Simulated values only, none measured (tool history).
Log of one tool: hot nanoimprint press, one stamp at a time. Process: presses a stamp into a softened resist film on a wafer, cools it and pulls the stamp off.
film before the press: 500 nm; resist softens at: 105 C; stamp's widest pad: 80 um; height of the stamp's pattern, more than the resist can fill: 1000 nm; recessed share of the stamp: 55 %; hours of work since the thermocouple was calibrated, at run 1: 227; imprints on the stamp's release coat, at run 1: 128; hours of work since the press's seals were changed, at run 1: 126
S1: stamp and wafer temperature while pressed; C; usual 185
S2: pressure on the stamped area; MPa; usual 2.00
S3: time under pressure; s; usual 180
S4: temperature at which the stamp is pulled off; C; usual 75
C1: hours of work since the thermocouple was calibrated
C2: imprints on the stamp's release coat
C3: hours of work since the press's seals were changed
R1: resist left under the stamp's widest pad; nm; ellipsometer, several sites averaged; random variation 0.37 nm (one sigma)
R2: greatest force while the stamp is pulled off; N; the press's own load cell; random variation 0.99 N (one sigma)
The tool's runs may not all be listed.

run,hour,S1,S2,S3,S4,C1,C2,C3,R1,R2
1,0.0,185,2.00,180,75,227,128,126,258.4,139.0
2,17.7,185,2.00,180,75,235,178,134,258.3,142.2
3,30.4,185,2.36,180,75,241,214,140,236.7,141.4
4,46.0,185,2.00,180,75,248,258,147,257.3,144.2
5,66.7,185,2.00,180,75,258,316,157,258.0,142.6
6,85.6,185,2.00,180,69,267,369,165,256.9,158.2
7,98.6,185,2.00,180,69,273,406,171,257.0,158.4
8,129.2,185,2.00,180,69,287,492,186,256.6,161.0
# hour 139.0: plate thermocouple calibrated
9,159.5,185,1.69,180,69,10,569,198,273.2,163.6
# hour 183.3: stamp cleaned and given a new release coat
10,184.2,185,1.69,180,69,18,3,207,273.2,143.6
11,198.4,185,1.69,180,69,25,43,214,271.8,144.7
12,220.5,185,1.69,180,69,35,105,224,272.5,147.4
13,244.8,185,1.69,180,69,46,174,235,271.7,150.1
# hour 267.2: plate thermocouple calibrated, once more
14,272.8,185,1.69,180,69,3,244,247,289.7,154.3
15,289.3,185,2.00,180,75,10,290,254,265.8,146.4
16,304.1,195,2.58,344,82,17,332,261,123.9,131.8
17,328.3,190,2.00,161,75,28,400,273,228.2,145.4
18,342.7,190,2.00,161,75,35,441,279,227.8,147.6
19,357.8,185,2.00,339,75,42,484,286,215.7,150.3
20,381.4,195,2.00,185,75,53,550,297,180.1,153.2
21,399.6,195,2.00,151,64,62,601,306,193.3,175.4
# hour 412.9: stamp cleaned and given a new release coat
22,434.1,195,2.00,352,65,75,60,319,142.4,155.6
23,449.2,195,2.00,121,81,82,102,326,208.4,127.4
24,475.5,185,1.36,180,75,94,176,338,316.1,139.9
25,502.6,185,1.26,117,77,107,253,351,360.9,140.0
26,516.3,185,1.26,117,77,113,291,357,360.3,138.5
27,539.2,185,1.26,117,77,124,356,368,360.6,143.5
28,557.4,176,2.00,180,75,132,407,376,359.7,147.4
29,588.0,191,2.21,180,75,146,493,390,197.9,150.3

How the hidden state differs across the entries between the runs, from the last listed run before each to the first after it:
Between runs 8 and 9: plate thermocouple calibrated (hour 139.0)
  true temperature over the reading, C: 0.92 -> 1.52; pressure that arrives at the usual setting, %: 99.91 -> 99.88; grip of the stamp's worn release coat, % over a new coat's: 11.1 -> 12.8
  measured less the result without the state, R1: -8.9 -> -15.1 nm; R2: +14.3 -> +15.7 N
Between runs 9 and 10: stamp cleaned and given a new release coat (hour 183.3)
  true temperature over the reading, C: 1.52 -> 1.55; pressure that arrives at the usual setting, %: 99.88 -> 99.86; grip of the stamp's worn release coat, % over a new coat's: 12.8 -> 0.1
  measured less the result without the state, R1: -15.1 -> -15.4 nm; R2: +15.7 -> -2.9 N
Between runs 13 and 14: plate thermocouple calibrated, once more (hour 267.2)
  true temperature over the reading, C: 1.64 -> -0.06; pressure that arrives at the usual setting, %: 99.79 -> 99.77; grip of the stamp's worn release coat, % over a new coat's: 3.9 -> 5.5
  measured less the result without the state, R1: -16.0 -> +0.8 nm; R2: +2.6 -> +8.1 N
Between runs 21 and 22: stamp cleaned and given a new release coat (hour 412.9)
  true temperature over the reading, C: 0.13 -> 0.17; pressure that arrives at the usual setting, %: 99.62 -> 99.59; grip of the stamp's worn release coat, % over a new coat's: 13.5 -> 1.3
  measured less the result without the state, R1: -0.5 -> -0.6 nm; R2: +20.7 -> +1.7 N
